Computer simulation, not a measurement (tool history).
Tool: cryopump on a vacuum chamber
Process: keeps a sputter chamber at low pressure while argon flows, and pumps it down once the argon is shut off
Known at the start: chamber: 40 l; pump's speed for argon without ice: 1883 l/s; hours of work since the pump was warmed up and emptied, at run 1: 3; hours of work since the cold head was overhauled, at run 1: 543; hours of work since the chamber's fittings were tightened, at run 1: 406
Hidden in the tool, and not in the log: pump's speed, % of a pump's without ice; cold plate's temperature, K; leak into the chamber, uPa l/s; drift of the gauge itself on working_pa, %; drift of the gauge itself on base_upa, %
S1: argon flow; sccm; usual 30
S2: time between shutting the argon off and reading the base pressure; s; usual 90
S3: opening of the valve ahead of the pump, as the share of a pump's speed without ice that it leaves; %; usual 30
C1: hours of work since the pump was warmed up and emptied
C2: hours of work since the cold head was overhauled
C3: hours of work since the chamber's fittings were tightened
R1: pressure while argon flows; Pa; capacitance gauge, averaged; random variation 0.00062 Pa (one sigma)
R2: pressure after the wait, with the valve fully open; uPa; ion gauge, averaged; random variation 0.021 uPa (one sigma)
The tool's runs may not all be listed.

run 1 hour=0 | S1=30 S2=90 S3=30 | C1=3 C2=543 C3=406 | R1=0.0906 R2=0.48
run 2 hour=8.7 | S1=30 S2=90 S3=30 | C1=9 C2=549 C3=412 | R1=0.0903 R2=0.53
run 3 hour=20.5 | S1=30 S2=90 S3=30 | C1=17 C2=557 C3=420 | R1=0.0902 R2=0.47
run 4 hour=28.9 | S1=30 S2=90 S3=19 | C1=23 C2=563 C3=426 | R1=0.1425 R2=0.5
run 5 hour=37.3 | S1=30 S2=90 S3=19 | C1=29 C2=569 C3=432 | R1=0.1414 R2=0.51
run 6 hour=46.7 | S1=30 S2=90 S3=19 | C1=35 C2=575 C3=438 | R1=0.143 R2=0.48
run 7 hour=62.3 | S1=38 S2=90 S3=30 | C1=46 C2=586 C3=449 | R1=0.1147 R2=0.52
run 8 hour=81.5 | S1=17 S2=90 S3=30 | C1=59 C2=599 C3=462 | R1=0.0515 R2=0.48
run 9 hour=90.8 | S1=30 S2=38 S3=30 | C1=66 C2=606 C3=469 | R1=0.0909 R2=0.88
run 10 hour=106.8 | S1=30 S2=38 S3=30 | C1=77 C2=617 C3=480 | R1=0.0908 R2=0.85
run 11 hour=123.7 | S1=30 S2=269 S3=30 | C1=88 C2=629 C3=492 | R1=0.0909 R2=0.37
run 12 hour=132.7 | S1=30 S2=269 S3=30 | C1=95 C2=635 C3=498 | R1=0.0921 R2=0.35
run 13 hour=140.8 | S1=30 S2=90 S3=30 | C1=100 C2=640 C3=503 | R1=0.0925 R2=0.54
run 14 hour=158.2 | S1=30 S2=90 S3=30 | C1=112 C2=652 C3=516 | R1=0.0928 R2=0.52
run 15 hour=174 | S1=30 S2=90 S3=30 | C1=123 C2=663 C3=526 | R1=0.0921 R2=0.52
run 16 hour=187.7 | S1=30 S2=132 S3=30 | C1=133 C2=673 C3=536 | R1=0.0927 R2=0.47
run 17 hour=202 | S1=30 S2=90 S3=30 | C1=143 C2=683 C3=546 | R1=0.092 R2=0.52

The next listed run, before its measurement:
run 18 hour=210.5 | S1=14 S2=90 S3=22 | C1=148 C2=689 C3=552 | R1=? R2=?

R1: 0.0581 Pa
R2: 0.56 uPa
Without the tool's hidden state the same run would have given R1 0.0567 Pa, R2 0.41 uPa.
